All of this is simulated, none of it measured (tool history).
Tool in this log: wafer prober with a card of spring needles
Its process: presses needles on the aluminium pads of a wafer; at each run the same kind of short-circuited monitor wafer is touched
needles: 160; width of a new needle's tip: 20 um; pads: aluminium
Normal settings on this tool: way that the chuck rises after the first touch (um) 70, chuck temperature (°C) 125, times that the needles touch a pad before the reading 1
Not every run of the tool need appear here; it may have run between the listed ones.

run    day  way that the chuck rises after the first touch (um)  chuck temperature (°C)  times that the needles touch a pad before the reading  resistance of one needle with its contact and lead (mohm)  way that a needle slides on the pad (um)
  1      0                                                   70                     125                                                      1                                                        160                                     15.21
     0.254  -- tips cleaned on abrasive film
     0.575  -- tips cleaned on abrasive film
     0.892  -- tips cleaned on abrasive film
     1.146  -- tips cleaned on abrasive film
  2  1.275                                                   70                     125                                                      3                                                        172                                     15.11
     1.408  -- tips cleaned on abrasive film
     1.725  -- tips cleaned on abrasive film
     1.979  -- tips cleaned on abrasive film
     2.233  -- tips cleaned on abrasive film
  3   2.45                                                   70                     125                                                      1                                                        246                                     15.04
     2.517  -- tips cleaned on abrasive film
     2.775  -- tips cleaned on abrasive film
     3.092  -- tips cleaned on abrasive film
  4  3.338                                                   70                     125                                                      1                                                        253                                     14.93
     3.408  -- tips cleaned on abrasive film
     3.662  -- tips cleaned on abrasive film
     3.979  -- tips cleaned on abrasive film
     4.292  -- tips cleaned on abrasive film
  5  4.292                                                   70                      58                                                      1                                                        142                                     14.86
     4.612  -- tips cleaned on abrasive film
     4.867  -- tips cleaned on abrasive film
  6  5.038                                                   70                      57                                                      1                                                        236                                     14.68
     5.167  -- tips cleaned on abrasive film
     5.483  -- tips cleaned on abrasive film
     5.738  -- tips cleaned on abrasive film
     6.058  -- tips cleaned on abrasive film
     6.312  -- tips cleaned on abrasive film
     6.567  -- tips cleaned on abrasive film
  7  6.771                                                   70                      57                                                      1                                                        248                                     14.43
     6.838  -- tips cleaned on abrasive film
     7.154  -- tips cleaned on abrasive film
     7.412  -- tips cleaned on abrasive film
     7.729  -- tips cleaned on abrasive film
  8  7.812                                                   70                      57                                                      1                                                        202                                     14.37
     8.004  -- tips cleaned on abrasive film
     8.258  -- tips cleaned on abrasive film
     8.579  -- tips cleaned on abrasive film
  9  8.579                                                   87                      57                                                      1                                                        141                                     17.97
     8.833  -- tips cleaned on abrasive film
     9.092  -- tips cleaned on abrasive film
     9.408  -- tips cleaned on abrasive film
 10  9.642                                                   82                     125                                                      2                                                        195                                     16.92

Difference, measured minus no-hidden-state, one row per run. Run-to-run variation is common to both terms; the gauge's own scatter need not be:
Unlogged tool condition in this case: debris on the tips, nm; way that the needles fall short of the set height, um; tips' diameter, um; drift of the gauge itself on contact_mohm, %; drift of the gauge itself on scrub_um, %.
run  resistance of one needle with its contact and lead (mohm)  way that a needle slides on the pad (um)
  1                                                        +21                                     -1.19
  2                                                        +32                                      -1.3
  3                                                       +109                                     -1.43
  4                                                       +117                                     -1.49
  5                                                        +15                                     -1.62
  6                                                       +106                                     -1.66
  7                                                       +119                                     -1.84
  8                                                        +75                                     -1.96
  9                                                        +17                                     -2.03
 10                                                        +60                                      -2.1
